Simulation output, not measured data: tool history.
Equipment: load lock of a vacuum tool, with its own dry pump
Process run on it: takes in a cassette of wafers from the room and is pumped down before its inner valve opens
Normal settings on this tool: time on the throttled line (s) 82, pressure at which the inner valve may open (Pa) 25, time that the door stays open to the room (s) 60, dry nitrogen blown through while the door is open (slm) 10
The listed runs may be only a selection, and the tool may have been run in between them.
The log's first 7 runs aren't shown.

| run | hour | time on the throttled line (s) | pressure at which the inner valve may open (Pa) | time that the door stays open to the room (s) | dry nitrogen blown through while the door is open (slm) | incoming humidity of the room's air, % | time from the closed door until the inner valve may open (s) | rise of the pressure with all valves shut (Pa/min) |
|---|---|---|---|---|---|---|---|---|
| 8 | 938.7 | 82 | 25 | 205 | 10 | 43.8 | 110.0 | 0.043 |
| 9 | 1025.9 | 82 | 25 | 205 | 10 | 45.4 | 109.9 | 0.052 |
| 10 | 1181.6 | 82 | 25 | 205 | 10 | 48.6 | 110.2 | 0.050 |
| 11 | 1300.3 | 82 | 25 | 205 | 10 | 44.8 | 110.7 | 0.038 |
| 12 | 1448.1 | 82 | 25 | 205 | 10 | 43.7 | 110.8 | 0.044 |
| 13 | 1598.4 | 82 | 25 | 205 | 10 | 44.6 | 111.5 | 0.053 |
| 14 | 1692.1 | 82 | 25 | 205 | 10 | 43.3 | 111.2 | 0.045 |
| 15 | 1799.6 | 82 | 25 | 205 | 10 | 50.2 | 110.5 | 0.053 |
| 16 | 1898.0 | 82 | 42 | 205 | 10 | 43.7 | 107.2 | 0.049 |
| 17 | 2057.9 | 81 | 25 | 60 | 10 | 47.9 | 108.7 | 0.026 |
| 18 | 2223.8 | 81 | 25 | 60 | 10 | 48.2 | 110.5 | 0.023 |
| 19 | 2303.9 | 81 | 25 | 60 | 10 | 42.4 | 109.9 | 0.024 |
| 20 | 2468.9 | 81 | 25 | 60 | 10 | 44.9 | 109.6 | 0.024 |
| 21 | 2642.9 | 81 | 25 | 60 | 10 | 46.8 | 108.3 | 0.024 |
| 22 | 2751.7 | 93 | 25 | 60 | 10 | 46.2 | 119.0 | 0.024 |
| 23 | 2848.9 | 93 | 25 | 60 | 10 | 41.7 | 119.6 | 0.025 |

Run 24, settings as shown, results not yet in. Your forecast:
| 24 | 3025.2 | 82 | 25 | 46 | 10 | 45.3 | ? | ? |

{"run 24": {"time from the closed door until the inner valve may open (s)": 111.8, "rise of the pressure with all valves shut (Pa/min)": 0.019}}
Minus the tool's unlogged condition, the same run would have read time from the closed door until the inner valve may open (s) 111.8, rise of the pressure with all valves shut (Pa/min) 0.019.
